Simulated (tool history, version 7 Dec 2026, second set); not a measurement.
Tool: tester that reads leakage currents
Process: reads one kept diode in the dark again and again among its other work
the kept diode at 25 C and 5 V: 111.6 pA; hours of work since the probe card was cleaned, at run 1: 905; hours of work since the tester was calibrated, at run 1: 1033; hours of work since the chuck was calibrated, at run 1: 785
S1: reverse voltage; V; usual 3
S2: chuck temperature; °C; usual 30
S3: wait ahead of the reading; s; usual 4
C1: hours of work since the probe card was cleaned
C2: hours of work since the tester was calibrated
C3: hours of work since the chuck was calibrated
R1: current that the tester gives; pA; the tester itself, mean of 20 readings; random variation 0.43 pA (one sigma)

run,day,S1,S2,S3,C1,C2,C3,R1
1,0,3,30,4,905,1033,785,167.02
2,4.679,3,30,4,967,1095,847,168.48
3,8.279,3,30,4,1015,1143,895,169.17
4,12.888,3,30,4,1076,1204,956,171.4
5,17.225,3,30,4,1133,1261,1014,173.69
6,21.262,3,30,4,1187,1315,1067,175.87
7,26.246,3,30,4,1253,1381,1133,177.12
8,29.325,3,42,4,1294,1422,1174,516.21
9,33.638,3,30,1.75,1351,1479,1231,180.33
# day 37.196: chuck's temperature calibrated
10,37.196,3,30,1.75,1397,1525,0,144.99
11,41.933,3,30,1.75,1459,1588,63,148.09
12,47.379,3,30,4,1532,1660,135,149.51
13,52.754,3,30,4,1603,1731,206,150.82
14,55.725,3,30,4,1642,1770,245,151.89
15,61.833,3,44,4,1723,1851,326,528.65
16,65.7,3,44,4,1774,1902,378,534.55
17,70.358,3,44,4,1836,1964,439,542.68
18,74.167,3,44,4,1886,2015,490,545.05
19,80.779,3,21,4,1974,2102,577,70.63
20,84.083,3,29,4,2018,2146,621,149.97
# day 84.6: tester calibrated
21,88.525,3,28,4,2075,52,679,139.11
22,92.412,2.07,25,1.29,2127,104,730,88.86
23,98.812,6.57,20,4,2212,188,815,101.48
24,105.712,1.37,35,1.35,2303,280,906,186.9
25,111.833,1.37,35,1.35,2384,361,987,190.34
26,115.292,3,56,0.68,2430,407,1033,1601.06
# day 120.383: tester calibrated, once more
27,121.004,10.23,43,4,2505,8,1108,978.28
# day 121.583: probe card cleaned and baked
28,125.667,1.64,49,4,54,68,1168,680.2
29,129.871,1.64,49,4,110,124,1224,687.12
# day 133.917: chuck's temperature calibrated
30,135.45,14.66,24,1.79,183,197,20,169.51
31,140.112,10.19,40,0.64,244,259,82,627.71
32,146.396,10.19,40,0.64,328,342,165,638.41
33,151.554,10.19,40,0.64,396,410,234,650.13
34,154.962,19.67,37,0.36,441,455,279,692.09
35,160.921,3,27,4,520,534,358,113.99
36,166.838,1.55,30,4,598,613,436,113.1
37,173.188,5.68,30,4,682,697,520,210.53
38,178.288,2.65,33,1.49,750,764,588,196.11
39,184.05,2.65,33,1.49,826,841,664,199.84

Forecast each of these 3 alternatives for the next run:
A,187.121,1.63,29,3.63,867,881,705,?
B,187.121,11.6,33,1.49,867,881,705,?
C,187.121,9.18,30,4,867,881,705,?

run,R1
A,110.78
B,405.5
C,273.61
Without the tool's hidden state the same runs would have given:
run,R1
A,97.59
B,355.54
C,238.7
